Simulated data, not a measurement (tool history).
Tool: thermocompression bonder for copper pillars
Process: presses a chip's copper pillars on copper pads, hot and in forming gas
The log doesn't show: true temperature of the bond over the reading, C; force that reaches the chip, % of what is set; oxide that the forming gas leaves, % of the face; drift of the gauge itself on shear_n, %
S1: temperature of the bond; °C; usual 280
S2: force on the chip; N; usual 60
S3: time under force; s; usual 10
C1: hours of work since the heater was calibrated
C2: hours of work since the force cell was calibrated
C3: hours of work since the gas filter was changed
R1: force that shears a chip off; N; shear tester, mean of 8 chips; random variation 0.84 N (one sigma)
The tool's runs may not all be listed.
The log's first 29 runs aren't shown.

-- hour=294.8 force cell calibrated, once more
run 30 hour=295.2 | S1=303 S2=60 S3=10 | C1=444 C2=0 C3=238 | R1=81.6
run 31 hour=308.5 | S1=303 S2=86 S3=16 | C1=453 C2=10 C3=247 | R1=110.0
run 32 hour=315.8 | S1=286 S2=62 S3=6 | C1=458 C2=15 C3=252 | R1=57.1
run 33 hour=329.8 | S1=286 S2=52 S3=6 | C1=468 C2=24 C3=262 | R1=51.3
run 34 hour=335.7 | S1=286 S2=52 S3=6 | C1=472 C2=28 C3=266 | R1=52.2
run 35 hour=348.5 | S1=286 S2=52 S3=13 | C1=481 C2=37 C3=275 | R1=69.7
run 36 hour=362.2 | S1=297 S2=39 S3=13 | C1=490 C2=47 C3=284 | R1=68.7
run 37 hour=367.9 | S1=264 S2=50 S3=20 | C1=494 C2=51 C3=288 | R1=59.7
run 38 hour=381.9 | S1=264 S2=50 S3=20 | C1=504 C2=60 C3=298 | R1=58.5
run 39 hour=392.9 | S1=295 S2=87 S3=5 | C1=511 C2=68 C3=306 | R1=71.6
run 40 hour=403.0 | S1=280 S2=69 S3=10 | C1=518 C2=75 C3=313 | R1=67.7
run 41 hour=411.0 | S1=298 S2=79 S3=21 | C1=524 C2=81 C3=318 | R1=106.4

3 ways to go on from here, each from the tool as it stands after run 41. What would each give?
run A hour=423.6 | S1=310 S2=58 S3=12 | C1=533 C2=89 C3=327 | R1=?
run B hour=423.6 | S1=251 S2=48 S3=22 | C1=533 C2=89 C3=327 | R1=?
run C hour=423.6 | S1=280 S2=69 S3=21 | C1=533 C2=89 C3=327 | R1=?

run=A R1=90.6
run=B R1=50.1
run=C R1=86.4
Without the tool's hidden state the same runs would have given:
run=A R1=97.2
run=B R1=54.9
run=C R1=93.1
